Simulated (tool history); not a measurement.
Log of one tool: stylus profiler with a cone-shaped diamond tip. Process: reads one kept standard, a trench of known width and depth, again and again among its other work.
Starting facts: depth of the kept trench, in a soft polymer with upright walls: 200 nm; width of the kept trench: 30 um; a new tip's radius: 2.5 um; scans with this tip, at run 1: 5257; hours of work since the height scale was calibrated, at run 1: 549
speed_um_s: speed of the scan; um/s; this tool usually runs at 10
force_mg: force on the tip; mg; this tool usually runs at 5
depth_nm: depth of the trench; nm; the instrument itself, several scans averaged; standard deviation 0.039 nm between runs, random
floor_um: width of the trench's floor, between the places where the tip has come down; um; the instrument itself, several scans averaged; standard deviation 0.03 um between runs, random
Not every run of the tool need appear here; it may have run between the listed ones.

| run | hour | speed_um_s | force_mg | scans with this tip | hours of work since the height scale was calibrated | depth_nm | floor_um |
|---|---|---|---|---|---|---|---|
| 1 | 0 | 10 | 5 | 5257 | 549 | 202.23 | 28.05 |
| 2 | 17.1 | 10 | 5 | 5367 | 561 | 202.2 | 27.99 |
| 3 | 37.1 | 10 | 2.61 | 5496 | 574 | 201.36 | 27.94 |
| 4 | 46.7 | 10 | 2.61 | 5558 | 581 | 201.44 | 27.94 |
| 5 | 61.7 | 10 | 2.61 | 5655 | 591 | 201.44 | 27.96 |
| 6 | 74.4 | 10 | 5 | 5737 | 599 | 202.2 | 27.99 |
| 7 | 88.3 | 10 | 5 | 5827 | 609 | 202.2 | 28.04 |
| 8 | 100.8 | 10 | 5 | 5908 | 617 | 202.22 | 27.98 |
| 9 | 118.8 | 24 | 5 | 6024 | 629 | 202.18 | 27.96 |
| 10 | 138.1 | 24 | 5 | 6149 | 642 | 202.13 | 27.91 |
| 11 | 155.3 | 24 | 2.99 | 6260 | 654 | 201.57 | 27.94 |
| 12 | 166.6 | 24 | 2.99 | 6333 | 662 | 201.56 | 27.95 |
| 13 | 183.9 | 8 | 3.68 | 6445 | 673 | 201.78 | 27.99 |
| 14 | 206 | 8 | 3.68 | 6588 | 688 | 201.83 | 27.94 |
| 15 | 221.9 | 17 | 7.89 | 6690 | 699 | 202.99 | 28.01 |
| 16 | 243.9 | 18 | 9.79 | 6832 | 714 | 203.52 | 27.98 |
| 17 | 266.2 | 19 | 10.16 | 6977 | 729 | 203.56 | 27.97 |
| 18 | 279.9 | 2 | 14.71 | 7065 | 738 | 204.53 | 28.03 |
| 19 | 293.4 | 17 | 4.66 | 7152 | 747 | 202.13 | 27.98 |
| 20 | 303.6 | 2 | 4.16 | 7218 | 754 | 201.97 | 28.05 |
| 21 | 325.7 | 2 | 4.16 | 7361 | 769 | 201.88 | 28 |
| 22 | 337.8 | 5 | 2.31 | 7439 | 777 | 201.24 | 28.04 |
| 23 | 353.3 | 9 | 5.37 | 7539 | 788 | 202.28 | 27.97 |
| 24 | 375.9 | 6 | 1.95 | 7685 | 803 | 201.18 | 27.97 |

Per-run results on a tool with no hidden state, each run keeping its own random variation:
The tool's hidden condition here consists of: radius of the tip, um; height scale over the true one, %; drift of the gauge itself on depth_nm, %; drift of the gauge itself on floor_um, %.
| run | floor_um |
|---|---|
| 1 | 28.07 |
| 2 | 28.01 |
| 3 | 27.96 |
| 4 | 27.96 |
| 5 | 27.98 |
| 6 | 28.01 |
| 7 | 28.06 |
| 8 | 28 |
| 9 | 27.98 |
| 10 | 27.94 |
| 11 | 27.97 |
| 12 | 27.97 |
| 13 | 28.01 |
| 14 | 27.96 |
| 15 | 28.04 |
| 16 | 28 |
| 17 | 28 |
| 18 | 28.06 |
| 19 | 28 |
| 20 | 28.07 |
| 21 | 28.02 |
| 22 | 28.06 |
| 23 | 27.99 |
| 24 | 28 |
depth_nm: within 0.01 nm of the measured result in every run.
